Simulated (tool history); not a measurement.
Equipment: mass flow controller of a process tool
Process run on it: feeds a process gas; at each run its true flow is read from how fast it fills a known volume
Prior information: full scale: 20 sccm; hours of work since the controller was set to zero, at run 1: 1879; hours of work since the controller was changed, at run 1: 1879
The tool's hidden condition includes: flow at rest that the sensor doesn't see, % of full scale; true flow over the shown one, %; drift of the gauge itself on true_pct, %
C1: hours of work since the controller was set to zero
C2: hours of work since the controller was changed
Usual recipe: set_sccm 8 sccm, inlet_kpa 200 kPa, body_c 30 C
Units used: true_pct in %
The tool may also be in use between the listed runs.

Run 1, hour 0: usual settings; C1 1879; C2 1879. Result: true_pct 98.82 %.
Run 2, hour 133: usual settings; C1 1940; C2 1940. Result: true_pct 98.81 %.
Run 3, hour 220.3: usual settings but inlet_kpa 140 kPa; C1 1980; C2 1980. Result: true_pct 98.99 %.
Run 4, hour 342.5: usual settings but inlet_kpa 140 kPa; C1 2037; C2 2037. Result: true_pct 98.99 %.
Run 5, hour 423.9: usual settings; C1 2074; C2 2074. Result: true_pct 98.7 %.
Run 6, hour 587.3: usual settings but inlet_kpa 268 kPa; C1 2149; C2 2149. Result: true_pct 98.53 %.
Run 7, hour 736.8: usual settings but inlet_kpa 268 kPa; C1 2218; C2 2218. Result: true_pct 98.34 %.
Run 8, hour 848.5: usual settings but set_sccm 12 sccm; C1 2270; C2 2270. Result: true_pct 99.4 %.
Run 9, hour 921.8: usual settings but set_sccm 12 sccm; C1 2303; C2 2303. Result: true_pct 99.26 %.
Run 10, hour 1083.2: usual settings but set_sccm 12 sccm; C1 2378; C2 2378. Result: true_pct 99.32 %.
Run 11, hour 1215: usual settings; C1 2438; C2 2438. Result: true_pct 98.56 %.
Run 12, hour 1289.4: usual settings but set_sccm 6 sccm; C1 2473; C2 2473. Result: true_pct 97.95 %.
Run 13, hour 1369.6: usual settings but set_sccm 5 sccm, inlet_kpa 243 kPa, body_c 24 C; C1 2510; C2 2510. Result: true_pct 97.08 %.
Run 14, hour 1490.9: usual settings but set_sccm 5 sccm, inlet_kpa 243 kPa, body_c 24 C; C1 2565; C2 2565. Result: true_pct 97.08 %.
Run 15, hour 1629.5: usual settings but set_sccm 5 sccm, inlet_kpa 243 kPa, body_c 24 C; C1 2629; C2 2629. Result: true_pct 97.02 %.
Run 16, hour 1777.1: usual settings but set_sccm 5 sccm, inlet_kpa 243 kPa, body_c 24 C; C1 2697; C2 2697. Result: true_pct 96.96 %.
Run 17, hour 1859.9: usual settings but set_sccm 5 sccm, inlet_kpa 243 kPa, body_c 24 C; C1 2735; C2 2735. Result: true_pct 96.8 %.
Run 18, hour 1993.9: usual settings but set_sccm 17 sccm, inlet_kpa 182 kPa, body_c 29 C; C1 2797; C2 2797. Result: true_pct 100.07 %.
Run 19, hour 2084.5: usual settings but set_sccm 17 sccm, inlet_kpa 182 kPa, body_c 29 C; C1 2839; C2 2839. Result: true_pct 99.83 %.
Run 20, hour 2178.6: usual settings but set_sccm 11 sccm, inlet_kpa 155 kPa, body_c 24 C; C1 2882; C2 2882. Result: true_pct 98.96 %.
Run 21, hour 2309.1: usual settings but set_sccm 11 sccm, inlet_kpa 155 kPa, body_c 24 C; C1 2942; C2 2942. Result: true_pct 99.03 %.
Run 22, hour 2466.1: usual settings but set_sccm 3 sccm, inlet_kpa 164 kPa, body_c 24 C; C1 3014; C2 3014. Result: true_pct 94.81 %.
Run 23, hour 2623.8: usual settings but set_sccm 12 sccm; C1 3087; C2 3087. Result: true_pct 99.05 %.
Run 24, hour 2699: usual settings but set_sccm 4 sccm, inlet_kpa 273 kPa; C1 3122; C2 3122. Result: true_pct 95.96 %.

Some steps in true_pct, run to run, broken into two amounts with sign: the step expected even without the hidden condition (settings, incoming material, random variation), and the rest, left for the hidden condition together with whatever gauge scatter is not in both the measured and the hidden-condition-free result:
Run 21 -> 22: set_sccm 11 -> 3, inlet_kpa 155 -> 164. true_pct -4.22 %: hidden state -3.65, all else -0.57.
Run 22 -> 23: set_sccm 3 -> 12, inlet_kpa 164 -> 200, body_c 24 -> 30. true_pct +4.24 %: hidden state +3.74, all else +0.5.
